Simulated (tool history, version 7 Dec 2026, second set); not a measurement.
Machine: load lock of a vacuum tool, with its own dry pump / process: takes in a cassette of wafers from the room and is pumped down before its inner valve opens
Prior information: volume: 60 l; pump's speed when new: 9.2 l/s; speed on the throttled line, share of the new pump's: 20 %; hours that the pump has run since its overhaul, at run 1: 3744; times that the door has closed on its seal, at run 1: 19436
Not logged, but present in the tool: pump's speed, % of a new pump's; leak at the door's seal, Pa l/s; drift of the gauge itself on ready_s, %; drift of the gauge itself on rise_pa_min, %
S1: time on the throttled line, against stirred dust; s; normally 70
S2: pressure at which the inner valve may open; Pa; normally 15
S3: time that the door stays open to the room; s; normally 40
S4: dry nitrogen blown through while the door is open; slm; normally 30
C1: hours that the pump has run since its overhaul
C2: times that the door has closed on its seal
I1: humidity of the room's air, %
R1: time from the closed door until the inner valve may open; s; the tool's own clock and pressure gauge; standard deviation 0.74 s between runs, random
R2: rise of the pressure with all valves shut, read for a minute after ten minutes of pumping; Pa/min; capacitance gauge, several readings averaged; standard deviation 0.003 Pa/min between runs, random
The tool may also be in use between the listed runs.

run 1 hour=0 | S1=70 S2=15 S3=40 S4=30 | C1=3744 C2=19436 | I1=48.2 | R1=115 R2=0.15
run 2 hour=98.7 | S1=70 S2=15 S3=40 S4=30 | C1=3843 C2=19660 | I1=40 | R1=115.6 R2=0.148
run 3 hour=188.2 | S1=70 S2=15 S3=40 S4=30 | C1=3932 C2=19864 | I1=45.6 | R1=115.4 R2=0.15
run 4 hour=365.4 | S1=70 S2=15 S3=40 S4=30 | C1=4109 C2=20266 | I1=42.6 | R1=115.9 R2=0.154
run 5 hour=462.9 | S1=70 S2=15 S3=26 S4=30 | C1=4207 C2=20488 | I1=43.5 | R1=115.8 R2=0.15
run 6 hour=547.2 | S1=70 S2=15 S3=53 S4=30 | C1=4291 C2=20679 | I1=45.7 | R1=115.7 R2=0.16
run 7 hour=654.2 | S1=70 S2=15 S3=53 S4=30 | C1=4398 C2=20923 | I1=45.1 | R1=115.5 R2=0.164
run 8 hour=849 | S1=70 S2=15 S3=53 S4=30 | C1=4593 C2=21365 | I1=47 | R1=116.3 R2=0.162
run 9 hour=1008.8 | S1=70 S2=15 S3=53 S4=30 | C1=4753 C2=21729 | I1=49.7 | R1=116.6 R2=0.17
run 10 hour=1161 | S1=70 S2=15 S3=53 S4=30 | C1=4905 C2=22075 | I1=45 | R1=117.3 R2=0.169
run 11 hour=1280.3 | S1=70 S2=15 S3=72 S4=30 | C1=5024 C2=22346 | I1=45.8 | R1=116.8 R2=0.174
run 12 hour=1445.6 | S1=70 S2=15 S3=72 S4=30 | C1=5190 C2=22721 | I1=45.2 | R1=116.1 R2=0.18
run 13 hour=1576.1 | S1=70 S2=12 S3=40 S4=30 | C1=5320 C2=23018 | I1=45.8 | R1=118.3 R2=0.182
run 14 hour=1680.3 | S1=70 S2=12 S3=40 S4=30 | C1=5424 C2=23255 | I1=43 | R1=118 R2=0.186
run 15 hour=1790.6 | S1=70 S2=15 S3=208 S4=30 | C1=5535 C2=23506 | I1=45.3 | R1=117.8 R2=0.206
run 16 hour=1923.8 | S1=70 S2=15 S3=208 S4=30 | C1=5668 C2=23809 | I1=46 | R1=117.1 R2=0.209
run 17 hour=2018.5 | S1=70 S2=15 S3=40 S4=30 | C1=5763 C2=24024 | I1=41.6 | R1=117 R2=0.191
run 18 hour=2108.7 | S1=70 S2=15 S3=40 S4=30 | C1=5853 C2=24229 | I1=46.8 | R1=115.7 R2=0.193
run 19 hour=2269.1 | S1=70 S2=15 S3=40 S4=12 | C1=6013 C2=24593 | I1=45 | R1=115.9 R2=0.209
run 20 hour=2376.4 | S1=70 S2=15 S3=40 S4=12 | C1=6121 C2=24837 | I1=48.8 | R1=117.4 R2=0.216
run 21 hour=2541.7 | S1=70 S2=15 S3=40 S4=12 | C1=6286 C2=25213 | I1=49.1 | R1=116.2 R2=0.218
run 22 hour=2729.8 | S1=66 S2=22 S3=40 S4=30 | C1=6474 C2=25640 | I1=44.6 | R1=112.3 R2=0.215
run 23 hour=2839.4 | S1=85 S2=12 S3=33 S4=30 | C1=6584 C2=25890 | I1=42.9 | R1=131 R2=0.21
run 24 hour=3018.1 | S1=85 S2=12 S3=167 S4=21 | C1=6762 C2=26296 | I1=45 | R1=132.4 R2=0.24
run 25 hour=3135.6 | S1=49 S2=17 S3=45 S4=22 | C1=6880 C2=26563 | I1=46.7 | R1=100.1 R2=0.223
run 26 hour=3322 | S1=70 S2=10 S3=65 S4=30 | C1=7066 C2=26987 | I1=50 | R1=120 R2=0.233
run 27 hour=3452.1 | S1=70 S2=15 S3=126 S4=30 | C1=7196 C2=27282 | I1=44.7 | R1=117.9 R2=0.236
run 28 hour=3578.3 | S1=107 S2=15 S3=111 S4=14 | C1=7322 C2=27569 | I1=45.6 | R1=147.8 R2=0.257
run 29 hour=3712.2 | S1=107 S2=15 S3=111 S4=14 | C1=7456 C2=27873 | I1=42.6 | R1=146.1 R2=0.256
run 30 hour=3880.3 | S1=130 S2=25 S3=76 S4=44 | C1=7624 C2=28256 | I1=45.5 | R1=160.2 R2=0.228
run 31 hour=4071.8 | S1=61 S2=15 S3=40 S4=7 | C1=7816 C2=28691 | I1=39.8 | R1=110.7 R2=0.256
run 32 hour=4262.3 | S1=61 S2=15 S3=40 S4=7 | C1=8006 C2=29124 | I1=41.1 | R1=110.9 R2=0.258
run 33 hour=4362.2 | S1=65 S2=15 S3=127 S4=21 | C1=8106 C2=29351 | I1=46 | R1=115.5 R2=0.269
run 34 hour=4543.8 | S1=65 S2=15 S3=127 S4=21 | C1=8288 C2=29764 | I1=43.7 | R1=113.2 R2=0.279
run 35 hour=4690.3 | S1=70 S2=18 S3=102 S4=30 | C1=8434 C2=30097 | I1=48.8 | R1=117.1 R2=0.268
run 36 hour=4897.3 | S1=70 S2=13 S3=66 S4=30 | C1=8641 C2=30567 | I1=44.8 | R1=119.8 R2=0.266
run 37 hour=4986 | S1=70 S2=13 S3=66 S4=30 | C1=8730 C2=30769 | I1=44.8 | R1=118.9 R2=0.27
run 38 hour=5071.4 | S1=70 S2=13 S3=66 S4=30 | C1=8815 C2=30963 | I1=43.1 | R1=119.9 R2=0.267

Here are 3 independent what-if runs from the current tool condition. What would each one return?
run A hour=5258 | S1=70 S2=24 S3=185 S4=17 | C1=9002 C2=31387 | I1=42 | R1=? R2=?
run B hour=5258 | S1=53 S2=13 S3=45 S4=22 | C1=9002 C2=31387 | I1=46.6 | R1=? R2=?
run C hour=5258 | S1=48 S2=15 S3=40 S4=30 | C1=9002 C2=31387 | I1=41.2 | R1=? R2=?

run=A R1=114.8 R2=0.295
run=B R1=106.6 R2=0.273
run=C R1=101.3 R2=0.268
Without the tool's hidden state the same runs would have given:
run=A R1=110.1 R2=0.053
run=B R1=101 R2=0.026
run=C R1=95.7 R2=0.019

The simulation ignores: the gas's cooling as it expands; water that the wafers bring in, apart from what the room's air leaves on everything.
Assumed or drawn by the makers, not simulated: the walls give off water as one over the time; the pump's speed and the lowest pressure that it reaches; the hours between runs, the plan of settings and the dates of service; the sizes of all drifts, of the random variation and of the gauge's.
